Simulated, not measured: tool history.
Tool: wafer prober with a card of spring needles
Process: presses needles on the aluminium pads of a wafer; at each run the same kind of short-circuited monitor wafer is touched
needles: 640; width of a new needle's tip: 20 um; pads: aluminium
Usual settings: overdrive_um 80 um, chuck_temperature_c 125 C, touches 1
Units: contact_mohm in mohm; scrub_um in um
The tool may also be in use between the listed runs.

Run 1, hour 0.0: usual settings. Result: contact_mohm 265 mohm, scrub_um 13.60 um.
At hour 2.0: tips cleaned on abrasive film.
At hour 9.8: tips cleaned on abrasive film.
At hour 19.5: tips cleaned on abrasive film.
At hour 27.3: tips cleaned on abrasive film.
At hour 35.1: tips cleaned on abrasive film.
At hour 42.9: tips cleaned on abrasive film.
At hour 50.7: tips cleaned on abrasive film.
At hour 58.5: tips cleaned on abrasive film.
At hour 68.3: tips cleaned on abrasive film.
Run 2, hour 69.8: usual settings. Result: contact_mohm 229 mohm, scrub_um 13.25 um.
At hour 77.6: tips cleaned on abrasive film.
At hour 83.7: height of the first contact set anew.
At hour 85.7: tips cleaned on abrasive film.
At hour 93.5: tips cleaned on abrasive film.
At hour 101.3: tips cleaned on abrasive film.
At hour 109.1: tips cleaned on abrasive film.
At hour 116.9: tips cleaned on abrasive film.
At hour 124.7: tips cleaned on abrasive film.
At hour 132.5: tips cleaned on abrasive film.
Run 3, hour 133.5: usual settings. Result: contact_mohm 226 mohm, scrub_um 13.72 um.
At hour 141.3: tips cleaned on abrasive film.
At hour 149.1: tips cleaned on abrasive film.
At hour 156.9: tips cleaned on abrasive film.
At hour 164.7: tips cleaned on abrasive film.
At hour 172.5: tips cleaned on abrasive film.
At hour 180.3: tips cleaned on abrasive film.
Run 4, hour 186.7: usual settings. Result: contact_mohm 252 mohm, scrub_um 13.70 um.
At hour 188.7: tips cleaned on abrasive film.
At hour 198.5: tips cleaned on abrasive film.
At hour 208.2: tips cleaned on abrasive film.
At hour 217.9: tips cleaned on abrasive film.
At hour 227.6: tips cleaned on abrasive film.
At hour 235.4: tips cleaned on abrasive film.
At hour 243.2: tips cleaned on abrasive film.
At hour 251.0: tips cleaned on abrasive film.
At hour 258.8: tips cleaned on abrasive film.
Run 5, hour 259.3: usual settings but overdrive_um 73 um. Result: contact_mohm 229 mohm, scrub_um 12.30 um.
At hour 267.1: tips cleaned on abrasive film.
At hour 274.9: tips cleaned on abrasive film.
At hour 282.7: tips cleaned on abrasive film.
At hour 290.5: tips cleaned on abrasive film.
At hour 298.3: tips cleaned on abrasive film.
Run 6, hour 299.7: usual settings but touches 2. Result: contact_mohm 222 mohm, scrub_um 13.37 um.
At hour 303.6: tips cleaned on abrasive film, once more.
At hour 311.4: tips cleaned on abrasive film.
At hour 319.2: tips cleaned on abrasive film.
At hour 328.9: tips cleaned on abrasive film.
At hour 336.7: tips cleaned on abrasive film.
At hour 344.7: height of the first contact set anew.
At hour 346.8: tips cleaned on abrasive film.
At hour 354.6: tips cleaned on abrasive film.
At hour 362.4: tips cleaned on abrasive film.
Run 7, hour 368.9: usual settings but touches 2. Result: contact_mohm 242 mohm, scrub_um 13.96 um.
At hour 370.9: tips cleaned on abrasive film.
At hour 378.7: tips cleaned on abrasive film.
At hour 386.5: tips cleaned on abrasive film.
At hour 394.3: tips cleaned on abrasive film.
At hour 402.1: tips cleaned on abrasive film.
At hour 409.9: tips cleaned on abrasive film.
At hour 419.6: tips cleaned on abrasive film.
At hour 429.4: tips cleaned on abrasive film.
Run 8, hour 435.9: usual settings. Result: contact_mohm 255 mohm, scrub_um 13.72 um.
At hour 437.9: tips cleaned on abrasive film.
At hour 445.7: tips cleaned on abrasive film.
At hour 453.5: tips cleaned on abrasive film.
At hour 461.3: tips cleaned on abrasive film.
At hour 469.1: tips cleaned on abrasive film.
At hour 476.9: tips cleaned on abrasive film.
Run 9, hour 479.6: usual settings but chuck_temperature_c 66 C. Result: contact_mohm 227 mohm, scrub_um 13.51 um.
At hour 485.5: tips cleaned on abrasive film.
At hour 495.2: tips cleaned on abrasive film.
At hour 503.0: tips cleaned on abrasive film.
At hour 510.8: tips cleaned on abrasive film.
At hour 520.0: tips cleaned on abrasive film.
Run 10, hour 520.0: usual settings. Result: contact_mohm 221 mohm, scrub_um 13.51 um.
At hour 529.7: tips cleaned on abrasive film.
At hour 537.5: tips cleaned on abrasive film.
At hour 547.2: tips cleaned on abrasive film.
At hour 556.9: tips cleaned on abrasive film.
At hour 564.7: tips cleaned on abrasive film.
At hour 572.5: tips cleaned on abrasive film.
Run 11, hour 575.3: usual settings. Result: contact_mohm 237 mohm, scrub_um 13.48 um.
At hour 581.1: tips cleaned on abrasive film.
At hour 590.9: tips cleaned on abrasive film.
At hour 598.7: tips cleaned on abrasive film.
At hour 606.5: tips cleaned on abrasive film.
At hour 606.8: height of the first contact set anew.
At hour 614.6: tips cleaned on abrasive film.
At hour 622.4: tips cleaned on abrasive film.
At hour 630.1: tips cleaned on abrasive film.
Run 12, hour 632.2: usual settings but overdrive_um 68 um, chuck_temperature_c 30 C, touches 2. Result: contact_mohm 219 mohm, scrub_um 11.87 um.
At hour 638.1: tips cleaned on abrasive film.
At hour 645.9: tips cleaned on abrasive film.
At hour 653.7: tips cleaned on abrasive film.
At hour 661.5: tips cleaned on abrasive film.
At hour 669.3: tips cleaned on abrasive film.
Run 13, hour 675.8: usual settings but overdrive_um 68 um, chuck_temperature_c 79 C. Result: contact_mohm 273 mohm, scrub_um 11.72 um.
At hour 677.8: tips cleaned on abrasive film.
At hour 685.6: tips cleaned on abrasive film.
At hour 693.4: tips cleaned on abrasive film.
At hour 701.2: tips cleaned on abrasive film.
At hour 709.0: tips cleaned on abrasive film.
At hour 716.8: tips cleaned on abrasive film.
At hour 724.6: tips cleaned on abrasive film.
Run 14, hour 727.5: usual settings but overdrive_um 68 um, chuck_temperature_c 79 C. Result: contact_mohm 247 mohm, scrub_um 11.49 um.

What will run 15 give?
At hour 733.4: tips cleaned on abrasive film.
At hour 741.2: tips cleaned on abrasive film.
At hour 749.0: tips cleaned on abrasive film.
At hour 756.8: tips cleaned on abrasive film.
At hour 764.6: tips cleaned on abrasive film.
At hour 772.4: tips cleaned on abrasive film.
Run 15, hour 776.4: usual settings but overdrive_um 61 um, chuck_temperature_c 45 C. Result: contact_mohm ?, scrub_um ?.

contact_mohm: 271 mohm
scrub_um: 10.07 um
Minus the tool's unlogged condition, the same run would have read contact_mohm 204 mohm, scrub_um 10.46 um.
